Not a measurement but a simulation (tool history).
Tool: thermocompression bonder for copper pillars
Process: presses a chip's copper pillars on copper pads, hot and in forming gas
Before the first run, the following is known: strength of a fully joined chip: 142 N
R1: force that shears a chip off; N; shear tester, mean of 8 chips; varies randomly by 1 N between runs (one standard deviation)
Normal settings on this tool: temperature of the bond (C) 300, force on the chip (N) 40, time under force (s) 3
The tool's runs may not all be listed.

{"run": 1, "hour": 0.0, "temperature of the bond (C)": 300, "force on the chip (N)": 40, "time under force (s)": 3, "R1": 77.5}
{"run": 2, "hour": 9.3, "temperature of the bond (C)": 300, "force on the chip (N)": 29, "time under force (s)": 3, "R1": 67.9}
{"run": 3, "hour": 23.4, "temperature of the bond (C)": 300, "force on the chip (N)": 29, "time under force (s)": 3, "R1": 65.6}
{"run": 4, "hour": 32.2, "temperature of the bond (C)": 300, "force on the chip (N)": 40, "time under force (s)": 3, "R1": 78.4}
{"run": 5, "hour": 44.5, "temperature of the bond (C)": 300, "force on the chip (N)": 40, "time under force (s)": 3, "R1": 76.8}
{"run": 6, "hour": 57.4, "temperature of the bond (C)": 300, "force on the chip (N)": 40, "time under force (s)": 3, "R1": 76.7}
{"run": 7, "hour": 69.5, "temperature of the bond (C)": 300, "force on the chip (N)": 40, "time under force (s)": 3, "R1": 74.7}
{"run": 8, "hour": 81.8, "temperature of the bond (C)": 300, "force on the chip (N)": 40, "time under force (s)": 3, "R1": 76.6}
{"hour": 85.2, "done": "heater calibrated with a thermocouple chip"}
{"run": 9, "hour": 96.9, "temperature of the bond (C)": 300, "force on the chip (N)": 40, "time under force (s)": 3, "R1": 73.8}
{"run": 10, "hour": 106.9, "temperature of the bond (C)": 286, "force on the chip (N)": 55, "time under force (s)": 9, "R1": 100.5}
{"hour": 111.0, "done": "heater calibrated with a thermocouple chip, once more"}
{"run": 11, "hour": 118.4, "temperature of the bond (C)": 327, "force on the chip (N)": 40, "time under force (s)": 3, "R1": 92.9}
{"run": 12, "hour": 127.0, "temperature of the bond (C)": 327, "force on the chip (N)": 27, "time under force (s)": 3, "R1": 79.8}
{"run": 13, "hour": 136.3, "temperature of the bond (C)": 327, "force on the chip (N)": 27, "time under force (s)": 3, "R1": 79.4}

For run 14, what comes out?
{"run": 14, "hour": 143.5, "temperature of the bond (C)": 301, "force on the chip (N)": 40, "time under force (s)": 2, "R1": "?"}

R1: 67.6 N
With no hidden state in the tool, this same run would have given R1 77.5 N.

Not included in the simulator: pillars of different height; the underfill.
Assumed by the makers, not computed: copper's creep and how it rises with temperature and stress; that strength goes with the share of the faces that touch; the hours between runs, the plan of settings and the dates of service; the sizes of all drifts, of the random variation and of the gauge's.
